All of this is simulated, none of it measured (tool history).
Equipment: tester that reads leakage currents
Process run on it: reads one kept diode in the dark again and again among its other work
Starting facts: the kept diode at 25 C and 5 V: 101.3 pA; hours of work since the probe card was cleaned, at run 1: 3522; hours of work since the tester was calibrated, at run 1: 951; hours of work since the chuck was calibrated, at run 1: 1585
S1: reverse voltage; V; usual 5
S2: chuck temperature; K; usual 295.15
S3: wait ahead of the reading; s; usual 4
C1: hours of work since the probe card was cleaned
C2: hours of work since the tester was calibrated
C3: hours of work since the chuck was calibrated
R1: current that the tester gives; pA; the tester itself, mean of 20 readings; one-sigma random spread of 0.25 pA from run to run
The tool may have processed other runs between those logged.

run 1 hour=0 | S1=5 S2=295.15 S3=4 | C1=3522 C2=951 C3=1585 | R1=80.23
run 2 hour=59.3 | S1=5 S2=295.15 S3=4 | C1=3567 C2=995 C3=1629 | R1=80.1
-- hour=69.3 probe card cleaned and baked
run 3 hour=146.5 | S1=5 S2=295.15 S3=4 | C1=58 C2=1059 C3=1693 | R1=80.42
run 4 hour=277.4 | S1=5 S2=295.15 S3=4 | C1=157 C2=1157 C3=1791 | R1=80.09
-- hour=316.3 chuck's temperature calibrated
run 5 hour=365.8 | S1=5 S2=295.15 S3=4 | C1=222 C2=1222 C3=37 | R1=79.94
run 6 hour=478.8 | S1=5 S2=295.15 S3=4 | C1=307 C2=1307 C3=122 | R1=80.7
run 7 hour=556.3 | S1=5 S2=295.15 S3=4 | C1=365 C2=1366 C3=181 | R1=80.18
run 8 hour=673.5 | S1=6.44 S2=297.15 S3=0.54 | C1=453 C2=1454 C3=269 | R1=108.73
run 9 hour=768.1 | S1=6.44 S2=297.15 S3=0.54 | C1=524 C2=1525 C3=340 | R1=108.96
run 10 hour=896.3 | S1=2.43 S2=314.15 S3=0.54 | C1=621 C2=1621 C3=436 | R1=221.22

Hidden state at the last listed run before each entry between runs and at the first one after, where it differs:
In the gap between runs 2 and 3: probe card cleaned and baked (hour 69.3)
  stray current of the dirty probe card, pA a volt: 0.026 -> 0.02
In the gap between runs 4 and 5: chuck's temperature calibrated (hour 316.3)
  true chuck temperature over the reading, C: 0.02 -> 0

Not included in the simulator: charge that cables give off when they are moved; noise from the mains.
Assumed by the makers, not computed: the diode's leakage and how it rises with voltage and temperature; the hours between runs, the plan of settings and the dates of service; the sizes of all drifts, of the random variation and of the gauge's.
